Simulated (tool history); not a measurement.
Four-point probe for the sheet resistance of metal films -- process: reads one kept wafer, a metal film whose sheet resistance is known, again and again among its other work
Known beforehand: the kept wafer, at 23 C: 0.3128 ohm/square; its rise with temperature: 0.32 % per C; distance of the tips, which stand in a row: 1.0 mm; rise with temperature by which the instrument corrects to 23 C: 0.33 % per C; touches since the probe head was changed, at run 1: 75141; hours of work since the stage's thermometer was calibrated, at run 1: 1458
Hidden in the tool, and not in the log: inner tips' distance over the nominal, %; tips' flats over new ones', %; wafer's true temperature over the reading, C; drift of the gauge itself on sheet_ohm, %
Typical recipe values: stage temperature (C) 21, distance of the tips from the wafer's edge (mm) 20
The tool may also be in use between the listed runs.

| run | hour | stage temperature (C) | distance of the tips from the wafer's edge (mm) | touches since the probe head was changed | hours of work since the stage's thermometer was calibrated | sheet resistance as the instrument gives it (ohm/square) |
|---|---|---|---|---|---|---|
| 1 | 0.0 | 21 | 20 | 75141 | 1458 | 0.313046 |
| 2 | 34.6 | 21 | 20 | 76868 | 1478 | 0.312963 |
| 3 | 59.2 | 33 | 20 | 78094 | 1492 | 0.312648 |
| 4 | 86.5 | 21 | 11 | 79458 | 1507 | 0.313884 |
| 5 | 117.4 | 21 | 11 | 81000 | 1525 | 0.313782 |
| 6 | 141.8 | 21 | 11 | 82218 | 1538 | 0.313830 |
| 7 | 177.9 | 21 | 11 | 84023 | 1559 | 0.313781 |
| 8 | 204.1 | 21 | 20 | 85328 | 1574 | 0.312819 |
| 9 | 228.6 | 21 | 20 | 86554 | 1588 | 0.312809 |
| 10 | 252.3 | 21 | 20 | 87738 | 1601 | 0.312844 |
| 11 | 271.1 | 21 | 20 | 88674 | 1612 | 0.312773 |
| 12 | 302.6 | 20 | 20 | 90248 | 1629 | 0.312709 |
| 13 | 339.5 | 20 | 20 | 92087 | 1650 | 0.312612 |
| 14 | 377.6 | 28 | 29 | 93988 | 1672 | 0.312316 |
| 15 | 405.2 | 32 | 9 | 95371 | 1688 | 0.314024 |
| 16 | 433.9 | 32 | 9 | 96802 | 1704 | 0.314075 |
| 17 | 452.1 | 32 | 9 | 97711 | 1714 | 0.313969 |
| 18 | 488.7 | 32 | 9 | 99538 | 1735 | 0.314021 |
| 19 | 521.8 | 30 | 18 | 101191 | 1754 | 0.312449 |
| 20 | 541.0 | 30 | 18 | 102146 | 1764 | 0.312405 |
| 21 | 566.1 | 25 | 3 | 103401 | 1779 | 0.329525 |
| 22 | 592.5 | 25 | 3 | 104716 | 1794 | 0.329536 |
| 23 | 628.8 | 33 | 42 | 106532 | 1814 | 0.311803 |
| 24 | 648.6 | 33 | 31 | 107521 | 1825 | 0.311959 |
| 25 | 687.0 | 34 | 17 | 109438 | 1847 | 0.312245 |
| 26 | 704.6 | 31 | 4 | 110312 | 1857 | 0.321917 |

Measured minus without-hidden-state, run by run (identical run-to-run variation in each term; gauge scatter may differ):
| run | sheet resistance as the instrument gives it (ohm/square) |
|---|---|
| 1 | -0.000292 |
| 2 | -0.000321 |
| 3 | -0.000354 |
| 4 | -0.000363 |
| 5 | -0.000387 |
| 6 | -0.000409 |
| 7 | -0.000438 |
| 8 | -0.000458 |
| 9 | -0.000477 |
| 10 | -0.000497 |
| 11 | -0.000511 |
| 12 | -0.000536 |
| 13 | -0.000564 |
| 14 | -0.000605 |
| 15 | -0.000635 |
| 16 | -0.000656 |
| 17 | -0.000669 |
| 18 | -0.000701 |
| 19 | -0.000721 |
| 20 | -0.000736 |
| 21 | -0.000786 |
| 22 | -0.000810 |
| 23 | -0.000812 |
| 24 | -0.000829 |
| 25 | -0.000864 |
| 26 | -0.000897 |

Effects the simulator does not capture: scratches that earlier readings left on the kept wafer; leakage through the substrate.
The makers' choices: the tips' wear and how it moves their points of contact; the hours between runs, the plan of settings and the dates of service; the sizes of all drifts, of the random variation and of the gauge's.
